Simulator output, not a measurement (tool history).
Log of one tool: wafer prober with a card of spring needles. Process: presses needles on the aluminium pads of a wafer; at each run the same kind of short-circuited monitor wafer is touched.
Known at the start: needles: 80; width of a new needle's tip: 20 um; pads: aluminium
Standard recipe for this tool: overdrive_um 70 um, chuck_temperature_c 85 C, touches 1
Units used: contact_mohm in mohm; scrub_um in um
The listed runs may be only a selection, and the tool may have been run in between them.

run	hour	overdrive_um	chuck_temperature_c	touches	contact_mohm	scrub_um
1	0	70	85	1	191	18.96
# hour 8.2: tips cleaned on abrasive film
2	11.6	70	85	1	184	18.95
# hour 30.5: tips cleaned on abrasive film
3	30.6	70	85	1	187	18.94
4	41.1	70	85	1	185	18.97
# hour 52.3: tips cleaned on abrasive film
5	60.5	70	85	1	191	18.91
# hour 73.8: tips cleaned on abrasive film
6	77.8	65	85	1	188	17.6
# hour 95.4: tips cleaned on abrasive film
7	97.5	65	85	1	189	17.53
8	112	70	85	1	188	18.9
# hour 117.6: tips cleaned on abrasive film
9	130.3	70	85	1	188	18.94
# hour 139.2: tips cleaned on abrasive film
10	148.6	70	85	1	190	18.89
# hour 161.4: tips cleaned on abrasive film
# hour 162.6: height of the first contact set anew
11	169.2	82	85	1	185	22.11
# hour 183.9: tips cleaned on abrasive film
12	188.8	82	85	1	183	22.13
# hour 206.8: tips cleaned on abrasive film
13	207.1	70	85	1	186	18.89
14	215.9	70	85	1	186	18.84
# hour 228.8: tips cleaned on abrasive film
15	230.7	70	85	1	187	18.86
16	240.3	70	85	1	193	18.87
# hour 251.1: tips cleaned on abrasive film
17	255.5	70	85	2	188	18.83
18	266.5	58	69	2	187	15.61
# hour 272.9: tips cleaned on abrasive film
19	279.7	58	69	2	187	15.58
20	291.1	66	51	3	184	17.72
# hour 294.7: tips cleaned on abrasive film
21	306.1	57	102	1	193	15.33
# hour 316.6: tips cleaned on abrasive film
22	319.9	57	102	1	194	15.32
23	333	68	80	1	184	18.26
# hour 338.4: tips cleaned on abrasive film
24	346.7	68	80	1	186	18.23
25	357.6	85	34	2	170	22.76
# hour 360.5: tips cleaned on abrasive film
26	369.7	70	63	2	185	18.82
# hour 382.3: tips cleaned on abrasive film
27	388.5	70	63	2	182	18.76

Predict the results of run 28:
# hour 405.1: tips cleaned on abrasive film
28	405.1	87	80	1	?	?

contact_mohm: 183 mohm
scrub_um: 23.32 um
Take away the tool's hidden state, keep the run-to-run variation as it was, and the same run would have given contact_mohm 183 mohm, scrub_um 23.6 um.

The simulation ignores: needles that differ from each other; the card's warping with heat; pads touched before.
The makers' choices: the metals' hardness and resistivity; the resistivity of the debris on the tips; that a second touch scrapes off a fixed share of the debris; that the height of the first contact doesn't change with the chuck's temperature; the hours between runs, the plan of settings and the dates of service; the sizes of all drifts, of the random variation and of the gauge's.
